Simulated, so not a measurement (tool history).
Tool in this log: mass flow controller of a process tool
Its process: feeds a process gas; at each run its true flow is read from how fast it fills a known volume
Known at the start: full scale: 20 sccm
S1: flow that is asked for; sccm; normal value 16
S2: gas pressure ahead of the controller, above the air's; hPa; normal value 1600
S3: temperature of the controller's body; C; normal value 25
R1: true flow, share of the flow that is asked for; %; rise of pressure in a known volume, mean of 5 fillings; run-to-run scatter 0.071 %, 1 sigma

run,day,S1,S2,S3,R1
1,0,16,1600,25,98.21
2,12.575,16,1600,25,98.07
3,26.921,2,1600,25,94.59
# day 36.404: controller exchanged for a calibrated one
4,39.362,2,1600,25,97.02
5,54.629,16,1600,38,100.79
6,62.804,16,1600,25,99.45
7,70.104,16,1600,25,99.39
8,87.929,16,2210,25,99.05
9,96.783,16,1600,25,99.23
10,112.2,16,1600,25,99.06
11,122.846,16,1600,39,100.54
12,140.8,9,1600,39,99.1
13,158.404,9,1600,39,98.97
# day 160.05: controller's zero set anew
14,172.117,16,1530,37,99.91
15,181.796,16,1530,37,99.92
16,189.362,5,2020,37,96.67
17,198.233,8,2060,37,97.87
18,215.867,12,1960,37,98.78
19,229.083,12,1960,37,98.69
# day 242.229: controller's zero set anew, once more
20,244.233,4,1430,24,96.66
21,254.292,14,1600,35,99.29
22,266.212,16,2150,25,98.42
23,283.692,17,2170,22,98.13
24,295.188,4,2550,29,96.1
25,308.092,4,2550,29,96
26,325.783,4,2550,29,95.74

Here are 5 independent what-if runs from the current tool condition. What would each one return?
A,339.554,5,1660,23,?
B,339.554,2,1600,21,?
C,339.554,4,2260,29,?
D,339.554,4,2550,27,?
E,339.554,4,1840,26,?

run,R1
A,95.75
B,93.75
C,95.64
D,95.39
E,95.53
Without the tool's unlogged condition, the same runs would have read:
run,R1
A,97.73
B,97.04
C,97.83
D,97.58
E,97.71

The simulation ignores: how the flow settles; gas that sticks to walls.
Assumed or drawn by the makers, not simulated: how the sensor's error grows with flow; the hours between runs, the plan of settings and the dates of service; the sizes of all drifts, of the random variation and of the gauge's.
